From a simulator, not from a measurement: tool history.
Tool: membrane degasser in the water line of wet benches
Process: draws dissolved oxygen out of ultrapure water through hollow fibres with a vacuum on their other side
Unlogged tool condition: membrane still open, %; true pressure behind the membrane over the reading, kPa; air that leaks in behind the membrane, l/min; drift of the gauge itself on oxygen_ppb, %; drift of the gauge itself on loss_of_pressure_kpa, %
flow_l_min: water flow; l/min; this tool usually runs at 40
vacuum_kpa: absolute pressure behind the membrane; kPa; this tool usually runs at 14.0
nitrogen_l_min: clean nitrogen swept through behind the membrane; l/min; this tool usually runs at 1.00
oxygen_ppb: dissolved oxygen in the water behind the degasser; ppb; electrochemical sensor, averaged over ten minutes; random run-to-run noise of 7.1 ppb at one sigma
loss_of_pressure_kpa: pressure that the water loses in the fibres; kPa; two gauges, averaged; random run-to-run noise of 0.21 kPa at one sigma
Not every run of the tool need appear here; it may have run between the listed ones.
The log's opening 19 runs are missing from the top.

| run | hour | flow_l_min | vacuum_kpa | nitrogen_l_min | hours since the membrane was changed | hours since the vacuum gauge was calibrated | hours since the vacuum lines were made tight | oxygen_ppb | loss_of_pressure_kpa |
|---|---|---|---|---|---|---|---|---|---|
| 20 | 616.2 | 40 | 14.0 | 0.46 | 1053 | 6267 | 8631 | 1411.8 | 48.22 |
| 21 | 656.0 | 33 | 14.5 | 2.62 | 1093 | 6307 | 8671 | 379.0 | 39.70 |
| 22 | 679.0 | 33 | 14.5 | 2.62 | 1116 | 6330 | 8694 | 379.6 | 39.69 |
| 23 | 728.2 | 33 | 14.5 | 2.62 | 1165 | 6379 | 8743 | 374.8 | 39.68 |
| 24 | 771.2 | 29 | 16.9 | 0.83 | 1208 | 6422 | 8786 | 920.7 | 34.75 |
| 25 | 800.5 | 49 | 13.2 | 0.83 | 1238 | 6452 | 8815 | 1115.8 | 58.94 |
| 26 | 836.0 | 49 | 13.2 | 0.83 | 1273 | 6487 | 8851 | 1105.6 | 58.92 |
| 27 | 882.9 | 40 | 20.3 | 0.77 | 1320 | 6534 | 8898 | 1521.4 | 48.48 |
| 28 | 911.5 | 40 | 20.3 | 0.77 | 1349 | 6563 | 8926 | 1510.7 | 48.43 |
|  | 921.8 | vacuum gauge calibrated |
| 29 | 954.0 | 58 | 34.5 | 0.52 | 1391 | 32 | 8968 | 3616.5 | 69.61 |

Run 30 comes next. What will it give?
| 30 | 977.8 | 30 | 34.5 | 0.46 | 1414 | 56 | 8992 | ? | ? |

{"run 30": {"oxygen_ppb": 2749.8, "loss_of_pressure_kpa": 36.28}}
With no hidden state in the tool, this same run would have given oxygen_ppb 2749.8 ppb, loss_of_pressure_kpa 36.28 kPa.

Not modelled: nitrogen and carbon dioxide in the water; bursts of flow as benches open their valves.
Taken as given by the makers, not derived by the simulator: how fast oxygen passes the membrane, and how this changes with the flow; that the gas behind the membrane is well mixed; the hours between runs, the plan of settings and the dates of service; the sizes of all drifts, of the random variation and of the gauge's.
